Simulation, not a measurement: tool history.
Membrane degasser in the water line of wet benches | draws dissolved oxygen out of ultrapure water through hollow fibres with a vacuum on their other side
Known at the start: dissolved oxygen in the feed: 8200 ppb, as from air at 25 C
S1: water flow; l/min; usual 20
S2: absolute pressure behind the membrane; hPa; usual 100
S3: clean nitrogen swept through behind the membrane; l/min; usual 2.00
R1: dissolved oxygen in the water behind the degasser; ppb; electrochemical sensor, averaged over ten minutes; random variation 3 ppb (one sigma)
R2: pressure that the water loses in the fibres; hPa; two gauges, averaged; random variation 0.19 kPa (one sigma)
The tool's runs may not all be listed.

Run 1, day 0.000: usual settings. Result: R1 307.1 ppb, R2 379.4 hPa.
Run 2, day 1.117: usual settings. Result: R1 305.8 ppb, R2 381.0 hPa.
Run 3, day 2.533: usual settings but S3 4.91 l/min. Result: R1 218.6 ppb, R2 377.7 hPa.
Run 4, day 3.604: usual settings but S3 4.91 l/min. Result: R1 218.4 ppb, R2 381.9 hPa.
Run 5, day 4.746: usual settings but S3 4.91 l/min. Result: R1 217.0 ppb, R2 381.9 hPa.
Run 6, day 6.225: usual settings but S3 4.91 l/min. Result: R1 219.3 ppb, R2 381.4 hPa.
Run 7, day 7.429: usual settings. Result: R1 305.1 ppb, R2 383.2 hPa.
Run 8, day 8.871: usual settings. Result: R1 314.2 ppb, R2 380.8 hPa.
Run 9, day 10.538: usual settings. Result: R1 308.8 ppb, R2 381.0 hPa.
Run 10, day 12.596: usual settings. Result: R1 307.4 ppb, R2 380.4 hPa.
Run 11, day 13.650: usual settings. Result: R1 304.7 ppb, R2 380.8 hPa.
Run 12, day 15.629: usual settings but S2 74 hPa. Result: R1 252.9 ppb, R2 380.6 hPa.
Run 13, day 17.246: usual settings but S2 74 hPa. Result: R1 246.4 ppb, R2 378.1 hPa.
Run 14, day 18.179: usual settings but S2 74 hPa. Result: R1 248.8 ppb, R2 379.3 hPa.
Run 15, day 19.742: usual settings but S2 74 hPa, S3 3.95 l/min. Result: R1 205.3 ppb, R2 380.4 hPa.
Run 16, day 21.117: usual settings but S2 74 hPa, S3 3.95 l/min. Result: R1 201.1 ppb, R2 382.1 hPa.
Run 17, day 23.179: usual settings but S2 74 hPa, S3 3.95 l/min. Result: R1 201.5 ppb, R2 383.4 hPa.
Run 18, day 24.392: usual settings but S2 74 hPa, S3 3.95 l/min. Result: R1 202.7 ppb, R2 384.1 hPa.
Run 19, day 25.846: usual settings but S1 18 l/min, S3 1.78 l/min. Result: R1 281.6 ppb, R2 344.3 hPa.
Run 20, day 27.792: usual settings but S1 18 l/min, S3 1.78 l/min. Result: R1 278.0 ppb, R2 343.0 hPa.
Run 21, day 28.746: usual settings but S1 13 l/min, S2 159 hPa, S3 1.78 l/min. Result: R1 276.0 ppb, R2 247.3 hPa.
Run 22, day 29.938: usual settings but S1 13 l/min, S2 222 hPa, S3 4.24 l/min. Result: R1 201.8 ppb, R2 244.0 hPa.
Run 23, day 31.404: usual settings but S1 27 l/min, S2 64 hPa, S3 1.74 l/min. Result: R1 382.8 ppb, R2 518.0 hPa.
Run 24, day 32.967: usual settings but S1 27 l/min, S2 119 hPa, S3 1.65 l/min. Result: R1 578.8 ppb, R2 517.4 hPa.
Run 25, day 33.908: usual settings but S1 27 l/min, S2 79 hPa, S3 1.79 l/min. Result: R1 436.6 ppb, R2 520.0 hPa.

Forecast run 26:
Run 26, day 35.354: usual settings but S1 27 l/min, S2 79 hPa, S3 5.50 l/min. Result: R1 ?, R2 ?.

{"run 26": {"R1": 327.8, "R2": 519.3}}
Without the tool's hidden state the same run would have given R1 319.1 ppb, R2 515.4 hPa.
